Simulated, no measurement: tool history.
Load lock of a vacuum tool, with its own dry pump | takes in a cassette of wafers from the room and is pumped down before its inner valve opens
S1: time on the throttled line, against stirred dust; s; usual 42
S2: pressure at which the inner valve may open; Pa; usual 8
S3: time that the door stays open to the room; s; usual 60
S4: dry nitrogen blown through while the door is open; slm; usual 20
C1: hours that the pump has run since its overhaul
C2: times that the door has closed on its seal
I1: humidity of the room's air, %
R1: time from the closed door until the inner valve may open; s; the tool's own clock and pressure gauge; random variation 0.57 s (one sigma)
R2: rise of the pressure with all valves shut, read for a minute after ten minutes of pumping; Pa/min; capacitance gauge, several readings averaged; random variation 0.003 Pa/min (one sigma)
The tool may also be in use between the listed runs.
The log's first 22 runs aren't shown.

run,hour,S1,S2,S3,S4,C1,C2,I1,R1,R2
23,8557.2,42,8,60,19,13586,25003,45.6,93.2,0.179
24,9055.4,43,11,60,20,14085,26101,44.2,92.7,0.186
25,9336.5,42,7,60,15,14366,26720,45.9,95.9,0.198
26,9845.3,41,7,238,15,14874,27841,43.7,95.8,0.230
27,10314.5,41,7,238,15,15344,28875,44.1,96.0,0.243
# hour 10642.8: dry pump taken out, an overhauled one fitted
28,10642.8,41,7,42,15,0,29586,43.4,80.2,0.224
29,11068.3,35,10,69,13,426,30523,44.1,73.4,0.241
30,11406.3,29,12,60,5,764,31268,46.6,67.5,0.264
31,11754.4,29,12,60,5,1112,32035,42.3,67.5,0.267
32,12036.2,42,7,66,32,1393,32656,46.2,81.7,0.253
33,12584.7,42,8,60,20,1942,33865,46.8,81.2,0.262
34,13110.7,42,8,60,20,2468,35024,44.0,82.1,0.278
35,13534.2,42,8,60,20,2891,35957,46.1,84.0,0.284

The next listed run, before its measurement:
36,13870.6,69,13,62,28,3228,36698,45.4,?,?

R1: 103.2 s
R2: 0.297 Pa/min
Without the tool's hidden state the same run would have given R1 101.8 s, R2 0.020 Pa/min.
